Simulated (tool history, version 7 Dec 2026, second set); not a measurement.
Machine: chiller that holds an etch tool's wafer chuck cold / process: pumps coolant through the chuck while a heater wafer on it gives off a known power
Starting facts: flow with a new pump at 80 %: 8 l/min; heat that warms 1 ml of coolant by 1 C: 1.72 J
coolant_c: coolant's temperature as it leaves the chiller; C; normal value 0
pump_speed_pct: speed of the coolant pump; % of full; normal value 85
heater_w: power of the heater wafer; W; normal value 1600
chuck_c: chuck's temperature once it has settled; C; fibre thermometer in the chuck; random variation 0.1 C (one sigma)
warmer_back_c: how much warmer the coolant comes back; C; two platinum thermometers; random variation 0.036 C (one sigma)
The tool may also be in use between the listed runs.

run	hour	coolant_c	pump_speed_pct	heater_w	chuck_c	warmer_back_c
1	0	0	85	1600	16.6	6.62
2	20.5	3	85	1600	19.6	6.64
3	52.6	3	85	1600	19.5	6.66
4	70.6	3	85	1600	19.6	6.68
5	94.4	0	85	1600	16.6	6.67
6	126.4	0	85	1600	16.6	6.64
7	146.7	0	85	1600	16.6	6.69
8	180.7	0	85	1600	16.7	6.75
9	196.4	0	85	1600	16.6	6.71
10	212.6	0	78	1600	17.6	7.2
11	232.7	0	78	1600	17.4	7.25
12	255	0	85	1600	16.6	6.7
13	278.9	0	85	1600	16.7	6.72
14	310.5	0	85	1600	16.6	6.72
15	330.6	0	85	1600	16.5	6.8
16	346.5	0	85	1600	16.5	6.73
17	366.8	0	91	1278	12.9	5.09
18	389.2	0	91	1278	12.7	5.1
19	414.8	-6	65	1447	11.6	7.9
20	432.3	-6	65	1447	11.4	7.87
21	447	-6	65	1447	11.3	7.86
22	474.6	7	85	1600	23.6	6.81
23	498.6	7	85	1600	23.5	6.8
24	517.6	0	61	1483	18.6	8.57
25	536.5	0	61	1483	18.4	8.59
26	560.3	0	83	1096	11.5	4.85
27	580.3	1	97	1973	20.3	7.45
28	615.2	-5	62	1746	16.7	9.97
29	638.7	-5	62	1746	16.7	9.99
30	660.2	-3	81	1633	14.3	7.31

Some steps in warmer_back_c between neighbouring runs. How much of each would the tool show without its hidden state too (settings, what came in, random variation), and how much is left for the hidden state, with any gauge scatter that isn't in both results?
Hidden conditions of the tool in this case: heat passed by the chuck's channels, % of clean ones'; flow at a given pump speed, % of a new pump's; coolant's true temperature over the reading, C; drift of the gauge itself on chuck_c, C; drift of the gauge itself on warmer_back_c, C.
Run 2 -> 3: nothing adjusted, nothing logged. warmer_back_c +0.02 C: hidden state +0.02, all else +0.
Run 5 -> 6: nothing adjusted, nothing logged. warmer_back_c -0.03 C: hidden state +0.02, all else -0.05.
Run 7 -> 8: nothing adjusted, nothing logged. warmer_back_c +0.06 C: hidden state +0.02, all else +0.04.
Run 18 -> 19: coolant_c 0 -> -6, pump_speed_pct 91 -> 65, heater_w 1278 -> 1447. warmer_back_c +2.8 C: hidden state +0.02, all else +2.78.
Run 25 -> 26: pump_speed_pct 61 -> 83, heater_w 1483 -> 1096. warmer_back_c -3.74 C: hidden state +0, all else -3.74.
Run 29 -> 30: coolant_c -5 -> -3, pump_speed_pct 62 -> 81, heater_w 1746 -> 1633. warmer_back_c -2.68 C: hidden state +0.02, all else -2.7.
